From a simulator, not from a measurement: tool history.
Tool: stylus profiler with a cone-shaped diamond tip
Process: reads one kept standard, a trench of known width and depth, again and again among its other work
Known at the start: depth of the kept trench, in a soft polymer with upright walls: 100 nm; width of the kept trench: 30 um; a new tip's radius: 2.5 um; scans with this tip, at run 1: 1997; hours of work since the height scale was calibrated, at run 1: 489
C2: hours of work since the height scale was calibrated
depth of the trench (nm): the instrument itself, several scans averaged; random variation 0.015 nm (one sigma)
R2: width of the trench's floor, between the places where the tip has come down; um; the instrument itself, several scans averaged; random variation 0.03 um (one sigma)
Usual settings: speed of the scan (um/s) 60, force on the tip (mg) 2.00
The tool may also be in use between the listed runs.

Run 1, day 0.000: usual settings; scans with this tip 1997; C2 489. Result: depth of the trench (nm) 101.00, R2 28.35 um.
Run 2, day 0.612: usual settings; scans with this tip 2038; C2 499. Result: depth of the trench (nm) 101.00, R2 28.37 um.
Run 3, day 1.138: usual settings; scans with this tip 2072; C2 508. Result: depth of the trench (nm) 101.00, R2 28.41 um.
Run 4, day 1.779: usual settings; scans with this tip 2115; C2 518. Result: depth of the trench (nm) 101.02, R2 28.38 um.
Run 5, day 2.271: usual settings; scans with this tip 2147; C2 526. Result: depth of the trench (nm) 100.99, R2 28.32 um.
Run 6, day 2.971: usual settings but speed of the scan (um/s) 87; scans with this tip 2194; C2 537. Result: depth of the trench (nm) 100.99, R2 28.25 um.
Run 7, day 3.767: usual settings; scans with this tip 2246; C2 550. Result: depth of the trench (nm) 101.00, R2 28.35 um.
Run 8, day 4.204: usual settings but speed of the scan (um/s) 21; scans with this tip 2275; C2 557. Result: depth of the trench (nm) 101.00, R2 28.50 um.
Run 9, day 4.704: usual settings but force on the tip (mg) 0.73; scans with this tip 2308; C2 565. Result: depth of the trench (nm) 100.54, R2 28.18 um.
Run 10, day 5.567: usual settings but speed of the scan (um/s) 140, force on the tip (mg) 1.20; scans with this tip 2365; C2 579. Result: depth of the trench (nm) 100.71, R2 27.82 um.
Run 11, day 6.342: usual settings but speed of the scan (um/s) 140, force on the tip (mg) 1.20; scans with this tip 2416; C2 592. Result: depth of the trench (nm) 100.72, R2 27.90 um.
Run 12, day 7.229: usual settings but speed of the scan (um/s) 24, force on the tip (mg) 1.21; scans with this tip 2475; C2 606. Result: depth of the trench (nm) 100.71, R2 28.46 um.
Run 13, day 7.850: usual settings but speed of the scan (um/s) 24, force on the tip (mg) 1.21; scans with this tip 2516; C2 616. Result: depth of the trench (nm) 100.73, R2 28.45 um.

Forecast each of these 3 alternatives for the next run:
Run A, day 8.433: usual settings but speed of the scan (um/s) 58, force on the tip (mg) 2.79; scans with this tip 2554; C2 626. Result: depth of the trench (nm) ?, R2 ?.
Run B, day 8.433: usual settings but speed of the scan (um/s) 85, force on the tip (mg) 0.73; scans with this tip 2554; C2 626. Result: depth of the trench (nm) ?, R2 ?.
Run C, day 8.433: usual settings but speed of the scan (um/s) 233, force on the tip (mg) 4.23; scans with this tip 2554; C2 626. Result: depth of the trench (nm) ?, R2 ?.

run  depth of the trench (nm)     R2
  A                    101.27  28.38
  B                    100.51  28.06
  C                    101.63  27.95
Without the tool's hidden state the same runs would have given:
run  depth of the trench (nm)     R2
  A                    101.28  28.39
  B                    100.51  28.07
  C                    101.63  27.96
